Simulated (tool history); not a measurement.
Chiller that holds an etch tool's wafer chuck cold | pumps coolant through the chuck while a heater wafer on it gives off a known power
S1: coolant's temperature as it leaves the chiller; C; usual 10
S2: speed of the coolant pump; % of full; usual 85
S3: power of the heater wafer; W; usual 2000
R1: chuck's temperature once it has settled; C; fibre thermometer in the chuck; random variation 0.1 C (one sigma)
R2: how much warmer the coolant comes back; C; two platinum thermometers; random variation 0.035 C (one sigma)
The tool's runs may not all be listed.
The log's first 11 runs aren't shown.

run	hour	S1	S2	S3	R1	R2
# hour 261.5: chiller's thermometer calibrated
12	292.3	10	85	2473	26.7	7.99
13	311.6	10	85	2473	26.7	7.97
14	338.3	10	85	2473	26.7	7.95
15	356.6	10	85	2473	26.8	7.95
16	388.7	10	85	2473	26.8	8.05
17	407.0	5	61	2987	31.9	13.98
# hour 419.8: chiller's thermometer calibrated, once more
18	429.3	5	61	2987	32.3	13.95
19	464.5	5	85	2922	25.3	9.45
20	485.8	9	67	2617	31.2	10.93
21	519.8	20	96	2617	36.5	7.43
22	552.2	20	96	2617	36.7	7.39
23	575.1	8	76	1198	17.3	4.39
24	590.9	8	76	1198	17.1	4.44
25	625.1	7	90	1796	19.0	5.46
26	649.5	7	90	1796	19.0	5.43
27	668.3	13	77	1571	25.0	5.68
28	685.1	9	77	1571	21.0	5.66
29	708.4	9	77	1571	21.0	5.71
30	730.2	4	72	2000	20.2	7.83
31	751.6	11	72	1377	22.2	5.40

4 ways to go on from here, each from the tool as it stands after run 31. What would each give?
A	776.4	11	86	1377	?	?
B	776.4	11	69	1377	?	?
C	776.4	11	72	2761	?	?
D	776.4	10	85	2875	?	?

run	R1	R2
A	20.6	4.45
B	22.4	5.63
C	33.4	10.77
D	30.5	9.31
Without the tool's hidden state the same runs would have given:
run	R1	R2
A	19.5	4.28
B	21.1	5.42
C	30.8	10.37
D	28.1	8.97

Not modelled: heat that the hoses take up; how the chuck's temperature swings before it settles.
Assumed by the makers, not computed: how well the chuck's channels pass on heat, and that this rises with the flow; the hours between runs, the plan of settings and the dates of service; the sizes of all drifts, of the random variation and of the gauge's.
